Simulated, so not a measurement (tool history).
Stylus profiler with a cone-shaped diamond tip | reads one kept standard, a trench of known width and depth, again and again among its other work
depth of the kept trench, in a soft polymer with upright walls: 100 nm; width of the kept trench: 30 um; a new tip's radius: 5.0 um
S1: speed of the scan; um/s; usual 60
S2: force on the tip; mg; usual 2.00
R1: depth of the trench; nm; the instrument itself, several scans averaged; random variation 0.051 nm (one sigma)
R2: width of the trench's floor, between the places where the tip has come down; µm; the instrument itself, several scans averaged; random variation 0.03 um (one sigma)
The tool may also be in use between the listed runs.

Run 1, hour 0.0: usual settings. Result: R1 100.84 nm, R2 27.77 µm.
Run 2, hour 12.7: usual settings. Result: R1 100.78 nm, R2 27.75 µm.
Run 3, hour 37.7: usual settings but S1 25 um/s. Result: R1 100.94 nm, R2 27.91 µm.
Run 4, hour 60.9: usual settings but S1 25 um/s. Result: R1 100.94 nm, R2 27.95 µm.
Run 5, hour 75.6: usual settings but S1 25 um/s. Result: R1 100.80 nm, R2 27.89 µm.
Run 6, hour 96.8: usual settings but S1 81 um/s. Result: R1 100.91 nm, R2 27.61 µm.
Run 7, hour 113.1: usual settings but S1 81 um/s. Result: R1 100.83 nm, R2 27.60 µm.
Run 8, hour 138.9: usual settings but S1 81 um/s. Result: R1 100.76 nm, R2 27.67 µm.
Run 9, hour 153.4: usual settings but S1 81 um/s. Result: R1 100.84 nm, R2 27.61 µm.
Run 10, hour 170.7: usual settings but S1 81 um/s. Result: R1 100.88 nm, R2 27.66 µm.
Run 11, hour 190.3: usual settings but S1 230 um/s, S2 2.26 mg. Result: R1 100.93 nm, R2 27.06 µm.
Run 12, hour 214.0: usual settings but S1 230 um/s, S2 2.26 mg. Result: R1 100.92 nm, R2 27.04 µm.
Run 13, hour 233.8: usual settings but S1 99 um/s. Result: R1 100.85 nm, R2 27.59 µm.
Run 14, hour 255.8: usual settings but S1 99 um/s. Result: R1 100.90 nm, R2 27.54 µm.
Run 15, hour 277.9: usual settings but S1 54 um/s, S2 5.98 mg. Result: R1 101.77 nm, R2 27.86 µm.
Run 16, hour 292.2: usual settings but S1 52 um/s, S2 3.66 mg. Result: R1 101.29 nm, R2 27.82 µm.
Run 17, hour 309.9: usual settings but S1 52 um/s, S2 3.66 mg. Result: R1 101.25 nm, R2 27.90 µm.
Run 18, hour 324.8: usual settings but S1 21 um/s, S2 1.04 mg. Result: R1 100.53 nm, R2 27.92 µm.
Run 19, hour 343.6: usual settings but S1 28 um/s, S2 0.76 mg. Result: R1 100.48 nm, R2 27.75 µm.
Run 20, hour 356.0: usual settings but S1 226 um/s, S2 1.47 mg. Result: R1 100.75 nm, R2 26.83 µm.

4 ways to go on from here, each from the tool as it stands after run 20. What would each give?
Run A, hour 378.9: usual settings but S1 119 um/s, S2 3.75 mg. Result: R1 ?, R2 ?.
Run B, hour 378.9: usual settings but S1 24 um/s, S2 4.89 mg. Result: R1 ?, R2 ?.
Run C, hour 378.9: usual settings but S1 81 um/s, S2 1.60 mg. Result: R1 ?, R2 ?.
Run D, hour 378.9: usual settings but S1 239 um/s, S2 2.04 mg. Result: R1 ?, R2 ?.

run      R1     R2
  A  101.20  27.64
  B  101.48  27.91
  C  100.71  27.61
  D  100.87  26.90
Without the tool's hidden state the same runs would have given:
run      R1     R2
  A  101.20  27.64
  B  101.48  27.91
  C  100.71  27.61
  D  100.86  26.90
